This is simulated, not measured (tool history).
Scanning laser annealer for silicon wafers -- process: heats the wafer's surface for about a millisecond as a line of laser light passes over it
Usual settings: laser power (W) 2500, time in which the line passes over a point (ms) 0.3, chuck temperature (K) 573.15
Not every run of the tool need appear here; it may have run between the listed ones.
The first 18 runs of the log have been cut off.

| run | hour | laser power (W) | time in which the line passes over a point (ms) | chuck temperature (K) | highest temperature of the surface (K) |
|---|---|---|---|---|---|
| 19 | 1332.5 | 2725 | 0.3 | 573.15 | 1446.15 |
| 20 | 1394 | 2725 | 0.3 | 573.15 | 1443.15 |
| 21 | 1461.6 | 2722 | 0.245 | 610.15 | 1386.15 |
|  | 1526.1 | window over the wafer cleaned |
| 22 | 1526.1 | 2654 | 0.328 | 586.15 | 1491.15 |
| 23 | 1575 | 2654 | 0.328 | 533.15 | 1436.15 |
| 24 | 1622.7 | 2376 | 0.247 | 572.15 | 1255.15 |
| 25 | 1696.8 | 2376 | 0.247 | 572.15 | 1255.15 |
| 26 | 1759.8 | 2445 | 0.298 | 572.15 | 1354.15 |
| 27 | 1843.3 | 2445 | 0.298 | 572.15 | 1352.15 |
| 28 | 1935 | 2488 | 0.217 | 573.15 | 1237.15 |
| 29 | 2013.2 | 2608 | 0.328 | 573.15 | 1449.15 |
| 30 | 2094.8 | 2608 | 0.328 | 573.15 | 1449.15 |
|  | 2156.1 | optics aligned, line set to its width |
| 31 | 2160.6 | 2500 | 0.238 | 540.15 | 1244.15 |
| 32 | 2252 | 2500 | 0.281 | 556.15 | 1326.15 |
| 33 | 2301 | 2699 | 0.3 | 573.15 | 1438.15 |
| 34 | 2397.4 | 2415 | 0.31 | 541.15 | 1322.15 |
|  | 2472.8 | window over the wafer cleaned |
| 35 | 2490.6 | 2473 | 0.265 | 587.15 | 1333.15 |
| 36 | 2588.7 | 2724 | 0.221 | 610.15 | 1358.15 |
| 37 | 2679.6 | 2724 | 0.221 | 610.15 | 1355.15 |
| 38 | 2760.4 | 2724 | 0.221 | 610.15 | 1353.15 |
| 39 | 2823.4 | 2724 | 0.232 | 563.15 | 1323.15 |
| 40 | 2887.6 | 2724 | 0.232 | 563.15 | 1323.15 |

Consider 4 possible next runs. They are alternatives, not a sequence: every one starts from the tool as it was left by run 40. What does each give?
| A | 2964.2 | 2481 | 0.232 | 534.15 | ? |
| B | 2964.2 | 2549 | 0.218 | 551.15 | ? |
| C | 2964.2 | 2391 | 0.346 | 542.15 | ? |
| D | 2964.2 | 2507 | 0.311 | 583.15 | ? |

| run | highest temperature of the surface (K) |
|---|---|
| A | 1222.15 |
| B | 1234.15 |
| C | 1368.15 |
| D | 1402.15 |
Had the tool no hidden state, the same runs would have come out as:
| run | highest temperature of the surface (K) |
|---|---|
| A | 1225.15 |
| B | 1237.15 |
| C | 1373.15 |
| D | 1406.15 |

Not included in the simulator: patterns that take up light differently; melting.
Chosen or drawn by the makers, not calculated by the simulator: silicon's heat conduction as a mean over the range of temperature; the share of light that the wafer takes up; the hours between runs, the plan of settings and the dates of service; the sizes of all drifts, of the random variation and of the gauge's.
